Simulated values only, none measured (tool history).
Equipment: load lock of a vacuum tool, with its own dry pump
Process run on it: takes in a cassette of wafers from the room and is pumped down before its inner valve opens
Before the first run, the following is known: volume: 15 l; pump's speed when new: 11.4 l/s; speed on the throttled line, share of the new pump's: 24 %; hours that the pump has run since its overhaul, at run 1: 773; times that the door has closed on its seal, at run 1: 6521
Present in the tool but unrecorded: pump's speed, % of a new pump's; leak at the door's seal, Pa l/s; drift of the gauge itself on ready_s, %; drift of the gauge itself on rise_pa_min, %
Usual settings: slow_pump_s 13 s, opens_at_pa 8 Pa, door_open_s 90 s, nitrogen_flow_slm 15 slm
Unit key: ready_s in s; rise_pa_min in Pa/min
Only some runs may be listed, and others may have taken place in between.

run     hour  slow_pump_s  opens_at_pa  door_open_s  nitrogen_flow_slm  hours that the pump has run since its overhaul  times that the door has closed on its seal  incoming humidity of the room's air, %  ready_s  rise_pa_min
  1      0.0           13            8           90                 15                                             773                                        6521                                    43.8     22.5        0.122
  2    275.0           17            8           90                 15                                            1048                                        7177                                    43.9     25.7        0.130
  3    574.9           17            8           90                 15                                            1348                                        7893                                    40.3     25.6        0.134
  4    806.0           17            8           90                 15                                            1579                                        8444                                    44.8     26.2        0.149
  5    984.8           13            8           90                 15                                            1758                                        8871                                    47.9     23.4        0.148
  6   1191.7           13            8           90                 15                                            1965                                        9365                                    45.6     22.5        0.165
  7   1516.3           13            8           90                 15                                            2290                                       10139                                    46.0     22.9        0.176
  8   1867.9           13            8          200                 15                                            2641                                       10978                                    40.4     22.3        0.196
  9   2172.1           13           16           90                 15                                            2945                                       11704                                    45.6     22.1        0.204
 10   2383.3           13           16           90                 15                                            3157                                       12208                                    47.5     22.2        0.212
 11   2740.7           13           16           90                 15                                            3514                                       13061                                    43.7     21.9        0.229
 12   3040.3           13           16           90                 15                                            3814                                       13775                                    44.9     21.9        0.243
 13   3338.0           12           16           90                 15                                            4111                                       14486                                    42.1     21.3        0.258
 14   3724.4           12           16           90                 15                                            4498                                       15408                                    43.1     20.9        0.266
 15   3887.1           12           16           90                 15                                            4660                                       15796                                    46.3     21.5        0.285
 16   4167.1           12           16           90                 15                                            4940                                       16464                                    43.7     21.5        0.291
 17   4534.7           12           16           90                 15                                            5308                                       17341                                    44.8     21.7        0.312
 18   4861.9           13            8           90                 15                                            5635                                       18122                                    43.0     22.7        0.337
 19   5116.4           13            8           90                 15                                            5890                                       18729                                    43.2     23.5        0.351
 20   5369.3           14           16          119                  8                                            6143                                       19333                                    45.5     23.1        0.377
 21   5679.1           14           16          119                  8                                            6452                                       20072                                    45.2     22.9        0.401
 22   6030.2           14           16          119                  8                                            6803                                       20909                                    44.9     23.0        0.425
 23   6369.3           11            8          183                 15                                            7143                                       21718                                    47.6     21.8        0.449
 24   6584.2           11           14          183                 15                                            7357                                       22231                                    47.6     20.5        0.472
 25   6840.4           18           11          183                 15                                            7614                                       22842                                    45.4     26.1        0.480
 26   7082.1           13            8           90                 15                                            7855                                       23419                                    47.2     22.7        0.481
 27   7386.4           13            8           90                 15                                            8160                                       24145                                    39.9     23.0        0.494
 28   7719.0           13            8          107                  8                                            8492                                       24939                                    44.5     22.4        0.541
 29   7897.0            7            9           32                 10                                            8670                                       25364                                    44.5     18.6        0.526
 30   8277.6           16            8           90                 38                                            9051                                       26272                                    44.6     25.1        0.556
 31   8561.1           13           15           90                 15                                            9334                                       26948                                    46.7     22.6        0.590
 32   8890.7           13           13           90                 22                                            9664                                       27734                                    43.4     22.2        0.602
 33   9226.8           13            8          206                 15                                           10000                                       28536                                    45.3     23.7        0.661
      9482.8  -- door's seal changed, seat wiped
 34   9620.7           13           13          145                 15                                           10392                                         329                                    42.8     22.2        0.059
 35   9791.5           25            8           90                 15                                           10563                                         736                                    44.7     31.7        0.053
 36  10076.6           25            8           90                 15                                           10848                                        1417                                    44.4     31.7        0.065
 37  10288.1           20            8           85                 17                                           11060                                        1921                                    42.7     28.5        0.060
 38  10571.1           13           10           90                 15                                           11343                                        2596                                    46.6     23.0        0.077

Difference, measured minus no-hidden-state, one row per run. Run-to-run variation is common to both terms; the gauge's own scatter need not be:
run  ready_s  rise_pa_min
  1     +0.2       +0.066
  2     +0.2       +0.074
  3     +0.2       +0.084
  4     +0.2       +0.093
  5     +0.3       +0.096
  6     +0.3       +0.107
  7     +0.3       +0.122
  8     +0.4       +0.133
  9     +0.3       +0.149
 10     +0.4       +0.152
 11     +0.4       +0.172
 12     +0.4       +0.185
 13     +0.4       +0.202
 14     +0.5       +0.214
 15     +0.4       +0.227
 16     +0.5       +0.238
 17     +0.5       +0.258
 18     +0.6       +0.286
 19     +0.6       +0.295
 20     +0.5       +0.306
 21     +0.6       +0.330
 22     +0.6       +0.357
 23     +0.8       +0.376
 24     +0.7       +0.390
 25     +0.6       +0.408
 26     +0.8       +0.424
 27     +0.8       +0.445
 28     +0.9       +0.468
 29     +1.0       +0.482
 30     +0.8       +0.515
 31     +0.9       +0.535
 32     +0.8       +0.554
 33     +1.0       +0.586
 34     +0.9       -0.001
 35     +0.7       +0.002
 36     +0.7       +0.007
 37     +0.9       +0.011
 38     +1.1       +0.018
